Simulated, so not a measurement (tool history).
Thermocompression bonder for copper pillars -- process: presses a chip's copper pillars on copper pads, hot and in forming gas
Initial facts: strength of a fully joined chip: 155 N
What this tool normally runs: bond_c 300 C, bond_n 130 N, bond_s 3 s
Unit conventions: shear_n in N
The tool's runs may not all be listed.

{"run": 1, "hour": 0.0, "bond_c": 300, "bond_n": 130, "bond_s": 3, "shear_n": 66.6}
{"run": 2, "hour": 29.8, "bond_c": 300, "bond_n": 130, "bond_s": 3, "shear_n": 67.1}
{"run": 3, "hour": 51.1, "bond_c": 300, "bond_n": 130, "bond_s": 3, "shear_n": 65.9}
{"hour": 53.2, "done": "forming gas filter changed"}
{"run": 4, "hour": 76.5, "bond_c": 300, "bond_n": 130, "bond_s": 3, "shear_n": 69.4}
{"run": 5, "hour": 95.4, "bond_c": 300, "bond_n": 130, "bond_s": 3, "shear_n": 69.2}
{"run": 6, "hour": 123.8, "bond_c": 300, "bond_n": 130, "bond_s": 3, "shear_n": 69.8}
{"run": 7, "hour": 147.2, "bond_c": 300, "bond_n": 130, "bond_s": 3, "shear_n": 67.3}
{"run": 8, "hour": 178.5, "bond_c": 300, "bond_n": 130, "bond_s": 3, "shear_n": 66.8}
{"run": 9, "hour": 199.9, "bond_c": 300, "bond_n": 130, "bond_s": 3, "shear_n": 65.9}
{"hour": 204.8, "done": "heater calibrated with a thermocouple chip"}
{"run": 10, "hour": 220.4, "bond_c": 300, "bond_n": 130, "bond_s": 3, "shear_n": 67}
{"hour": 227.3, "done": "forming gas filter changed"}
{"run": 11, "hour": 241.3, "bond_c": 300, "bond_n": 130, "bond_s": 3, "shear_n": 70}
{"run": 12, "hour": 272.6, "bond_c": 279, "bond_n": 117, "bond_s": 6, "shear_n": 66.3}
{"hour": 276.5, "done": "heater calibrated with a thermocouple chip, once more"}
{"run": 13, "hour": 305.3, "bond_c": 279, "bond_n": 117, "bond_s": 6, "shear_n": 62.2}
{"run": 14, "hour": 329.5, "bond_c": 279, "bond_n": 117, "bond_s": 6, "shear_n": 62}
{"run": 15, "hour": 353.7, "bond_c": 300, "bond_n": 130, "bond_s": 3, "shear_n": 62.2}
{"run": 16, "hour": 379.4, "bond_c": 322, "bond_n": 150, "bond_s": 3, "shear_n": 84.1}
{"hour": 400.9, "done": "forming gas filter changed"}
{"run": 17, "hour": 401.2, "bond_c": 322, "bond_n": 150, "bond_s": 6, "shear_n": 107.6}
{"run": 18, "hour": 426.3, "bond_c": 300, "bond_n": 105, "bond_s": 7, "shear_n": 76.5}
{"run": 19, "hour": 455.4, "bond_c": 300, "bond_n": 105, "bond_s": 7, "shear_n": 72.5}
{"run": 20, "hour": 476.7, "bond_c": 326, "bond_n": 130, "bond_s": 3, "shear_n": 79.3}
{"run": 21, "hour": 500.6, "bond_c": 326, "bond_n": 130, "bond_s": 3, "shear_n": 79.3}

How would selected steps in shear_n from run to run divide? Give the signed amount a tool lacking its hidden state would still show from settings, what came in and random variation, and the signed amount left for the hidden state, including any gauge scatter that is not in both of the compared results.
The tool's hidden condition here consists of: true temperature of the bond over the reading, C; force that reaches the chip, % of what is set; oxide that the forming gas leaves, % of the face; drift of the gauge itself on shear_n, %.
Run 12 -> 13: heater calibrated with a thermocouple chip, once more. shear_n -4.1 N: hidden state -4.2, all else +0.1.
Run 16 -> 17: bond_s 3 -> 6, forming gas filter changed. shear_n +23.5 N: hidden state +4.6, all else +18.9.
Run 17 -> 18: bond_c 322 -> 300, bond_n 150 -> 105, bond_s 6 -> 7. shear_n -31.1 N: hidden state -0.7, all else -30.4.

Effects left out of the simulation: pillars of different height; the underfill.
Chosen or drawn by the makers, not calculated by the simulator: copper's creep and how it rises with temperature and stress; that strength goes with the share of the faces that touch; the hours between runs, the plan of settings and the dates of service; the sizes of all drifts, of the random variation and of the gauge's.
